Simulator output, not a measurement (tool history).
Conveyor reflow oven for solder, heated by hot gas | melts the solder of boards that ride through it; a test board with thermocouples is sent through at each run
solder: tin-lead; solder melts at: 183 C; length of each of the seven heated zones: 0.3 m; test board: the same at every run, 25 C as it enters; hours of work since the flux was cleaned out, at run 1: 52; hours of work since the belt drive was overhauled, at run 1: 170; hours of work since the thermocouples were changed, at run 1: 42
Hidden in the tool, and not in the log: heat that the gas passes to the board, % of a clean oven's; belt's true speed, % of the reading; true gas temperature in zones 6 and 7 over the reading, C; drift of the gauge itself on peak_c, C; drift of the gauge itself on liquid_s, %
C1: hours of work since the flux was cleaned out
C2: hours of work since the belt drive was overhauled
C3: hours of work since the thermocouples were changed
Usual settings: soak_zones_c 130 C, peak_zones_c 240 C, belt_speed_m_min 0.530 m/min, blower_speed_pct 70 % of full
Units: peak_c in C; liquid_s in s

Run 1, hour 0.0: usual settings; C1 52; C2 170; C3 42. Result: peak_c 225.0 C, liquid_s 54.7 s.
Run 2, hour 19.4: usual settings but blower_speed_pct 66 % of full; C1 61; C2 178; C3 51. Result: peak_c 223.9 C, liquid_s 53.8 s.
Run 3, hour 46.0: usual settings but blower_speed_pct 66 % of full; C1 73; C2 190; C3 63. Result: peak_c 224.2 C, liquid_s 53.4 s.
Run 4, hour 67.6: usual settings; C1 83; C2 200; C3 72. Result: peak_c 225.6 C, liquid_s 54.2 s.
Run 5, hour 85.9: usual settings; C1 91; C2 208; C3 81. Result: peak_c 225.2 C, liquid_s 54.5 s.
Run 6, hour 107.5: usual settings; C1 100; C2 218; C3 90. Result: peak_c 224.6 C, liquid_s 54.0 s.
Run 7, hour 126.5: usual settings; C1 109; C2 227; C3 99. Result: peak_c 225.2 C, liquid_s 54.2 s.
Run 8, hour 149.3: usual settings; C1 119; C2 237; C3 109. Result: peak_c 225.4 C, liquid_s 54.2 s.
Run 9, hour 165.0: usual settings; C1 126; C2 244; C3 116. Result: peak_c 225.4 C, liquid_s 54.3 s.
Run 10, hour 180.8: usual settings but belt_speed_m_min 0.550 m/min; C1 133; C2 251; C3 123. Result: peak_c 223.6 C, liquid_s 51.2 s.
Run 11, hour 206.4: usual settings; C1 145; C2 262; C3 135. Result: peak_c 224.2 C, liquid_s 53.8 s.
Run 12, hour 218.7: usual settings; C1 150; C2 268; C3 140. Result: peak_c 225.3 C, liquid_s 53.7 s.
Run 13, hour 236.8: usual settings; C1 158; C2 276; C3 148. Result: peak_c 224.9 C, liquid_s 54.3 s.
Run 14, hour 256.0: usual settings; C1 167; C2 285; C3 157. Result: peak_c 224.4 C, liquid_s 54.2 s.
Run 15, hour 277.3: usual settings but peak_zones_c 236 C; C1 177; C2 294; C3 166. Result: peak_c 220.5 C, liquid_s 51.5 s.
Run 16, hour 305.0: usual settings but peak_zones_c 236 C; C1 189; C2 307; C3 179. Result: peak_c 219.7 C, liquid_s 52.2 s.
Run 17, hour 329.2: usual settings but peak_zones_c 236 C; C1 200; C2 317; C3 190. Result: peak_c 221.0 C, liquid_s 52.0 s.
Run 18, hour 342.1: usual settings but peak_zones_c 236 C; C1 206; C2 323; C3 196. Result: peak_c 220.8 C, liquid_s 51.7 s.
Run 19, hour 367.5: usual settings but soak_zones_c 120 C, peak_zones_c 236 C, belt_speed_m_min 0.554 m/min, blower_speed_pct 65 % of full; C1 217; C2 335; C3 207. Result: peak_c 215.6 C, liquid_s 44.0 s.
At hour 374.8: flux residue cleaned out of gas plates and filters.
Run 20, hour 396.3: usual settings but soak_zones_c 120 C, peak_zones_c 236 C, belt_speed_m_min 0.554 m/min, blower_speed_pct 65 % of full; C1 10; C2 345; C3 218. Result: peak_c 215.2 C, liquid_s 43.0 s.
Run 21, hour 422.2: usual settings but soak_zones_c 120 C, peak_zones_c 236 C, belt_speed_m_min 0.554 m/min, blower_speed_pct 65 % of full; C1 21; C2 357; C3 229. Result: peak_c 215.1 C, liquid_s 43.0 s.
Run 22, hour 437.8: usual settings but soak_zones_c 143 C, peak_zones_c 236 C, belt_speed_m_min 0.594 m/min; C1 28; C2 364; C3 236. Result: peak_c 218.0 C, liquid_s 47.7 s.
Run 23, hour 455.2: usual settings but soak_zones_c 119 C; C1 36; C2 372; C3 244. Result: peak_c 221.2 C, liquid_s 49.4 s.
At hour 482.7: flux residue cleaned out of gas plates and filters, once more.
Run 24, hour 487.8: usual settings but soak_zones_c 133 C, peak_zones_c 242 C; C1 2; C2 384; C3 256. Result: peak_c 227.8 C, liquid_s 56.9 s.
Run 25, hour 512.0: usual settings but soak_zones_c 144 C, peak_zones_c 242 C; C1 13; C2 395; C3 267. Result: peak_c 228.5 C, liquid_s 60.9 s.
Run 26, hour 527.1: usual settings but soak_zones_c 133 C, peak_zones_c 250 C, blower_speed_pct 81 % of full; C1 20; C2 402; C3 274. Result: peak_c 236.3 C, liquid_s 61.3 s.
Run 27, hour 548.6: usual settings but soak_zones_c 133 C, peak_zones_c 250 C, belt_speed_m_min 0.611 m/min, blower_speed_pct 58 % of full; C1 30; C2 411; C3 284. Result: peak_c 225.6 C, liquid_s 47.9 s.
Run 28, hour 561.3: usual settings but soak_zones_c 140 C, peak_zones_c 250 C, belt_speed_m_min 0.611 m/min, blower_speed_pct 58 % of full; C1 35; C2 417; C3 289. Result: peak_c 226.6 C, liquid_s 50.2 s.
Run 29, hour 588.4: usual settings but soak_zones_c 140 C, peak_zones_c 250 C, belt_speed_m_min 0.611 m/min, blower_speed_pct 58 % of full; C1 47; C2 429; C3 302. Result: peak_c 227.9 C, liquid_s 49.9 s.
Run 30, hour 610.2: usual settings but soak_zones_c 115 C, peak_zones_c 229 C, blower_speed_pct 84 % of full; C1 57; C2 439; C3 311. Result: peak_c 215.0 C, liquid_s 46.0 s.
Run 31, hour 637.8: usual settings but soak_zones_c 131 C, peak_zones_c 253 C, belt_speed_m_min 0.477 m/min, blower_speed_pct 87 % of full; C1 70; C2 451; C3 324. Result: peak_c 243.2 C, liquid_s 70.2 s.

3 ways to go on from here, each from the tool as it stands after run 31. What would each give?
Run A, hour 651.1: usual settings but blower_speed_pct 51 % of full; C1 76; C2 457; C3 330. Result: peak_c ?, liquid_s ?.
Run B, hour 651.1: usual settings but soak_zones_c 129 C, belt_speed_m_min 0.435 m/min; C1 76; C2 457; C3 330. Result: peak_c ?, liquid_s ?.
Run C, hour 651.1: usual settings but soak_zones_c 122 C, belt_speed_m_min 0.444 m/min, blower_speed_pct 78 % of full; C1 76; C2 457; C3 330. Result: peak_c ?, liquid_s ?.

run  peak_c  liquid_s
  A   218.5      50.5
  B   230.1      70.8
  C   230.0      67.3
Without the tool's hidden state the same runs would have given:
run  peak_c  liquid_s
  A   219.3      50.3
  B   231.2      70.3
  C   231.1      66.9

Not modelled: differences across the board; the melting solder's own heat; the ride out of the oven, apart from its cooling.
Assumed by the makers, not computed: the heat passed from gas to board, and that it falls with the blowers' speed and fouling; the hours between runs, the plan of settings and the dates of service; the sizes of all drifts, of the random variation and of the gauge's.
